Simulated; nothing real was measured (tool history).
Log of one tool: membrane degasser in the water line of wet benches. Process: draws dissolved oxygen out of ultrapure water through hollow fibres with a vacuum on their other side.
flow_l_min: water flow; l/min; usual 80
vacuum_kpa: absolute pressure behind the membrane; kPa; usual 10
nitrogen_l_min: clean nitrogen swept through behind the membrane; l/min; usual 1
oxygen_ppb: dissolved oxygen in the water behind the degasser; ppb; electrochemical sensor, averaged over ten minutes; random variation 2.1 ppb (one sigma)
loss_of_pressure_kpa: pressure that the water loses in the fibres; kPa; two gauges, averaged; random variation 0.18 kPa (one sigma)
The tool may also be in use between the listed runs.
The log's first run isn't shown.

run	day	flow_l_min	vacuum_kpa	nitrogen_l_min	hours since the membrane was changed	hours since the vacuum gauge was calibrated	hours since the vacuum lines were made tight	oxygen_ppb	loss_of_pressure_kpa
2	9.012	80	10	1	7352	2587	1314	847.6	33.17
3	16.379	80	20.9	1	7529	2764	1491	1957.8	33.04
4	21.512	80	20.9	1	7652	2887	1614	1963.5	33.03
5	31.45	80	20.9	1	7891	3126	1853	1957.5	32.86
6	41.029	80	20.9	1	8121	3356	2083	1952.7	32.61
7	47.871	80	20.9	1	8285	3520	2247	1953.6	32.72
8	58.492	80	10	1	8540	3775	2502	845.8	32.83
# day 61.833: vacuum gauge calibrated
9	67.112	80	10	1	8746	127	2708	838	33.05
10	73.875	80	10	1	8908	289	2870	846.1	33.01
11	80.646	80	10	1	9071	452	3033	851.7	32.92
12	92.238	80	10	0.82	9349	730	3311	957.4	32.79
13	98.429	80	10	1.39	9498	878	3460	678.2	32.78
14	104.012	80	10	0.69	9632	1012	3594	1057	33.22
15	109.062	80	13.9	1	9753	1133	3715	1276.2	33.32
16	114.233	80	13.9	1	9877	1258	3839	1275.7	33.11

The next listed run, before its measurement:
17	120.167	83	8.9	1	10019	1400	3981	?	?

Run 17 gave oxygen_ppb 733.7 ppb, loss_of_pressure_kpa 34.26 kPa.
Without the tool's hidden state the same run would have given oxygen_ppb 733.5 ppb, loss_of_pressure_kpa 34.23 kPa.
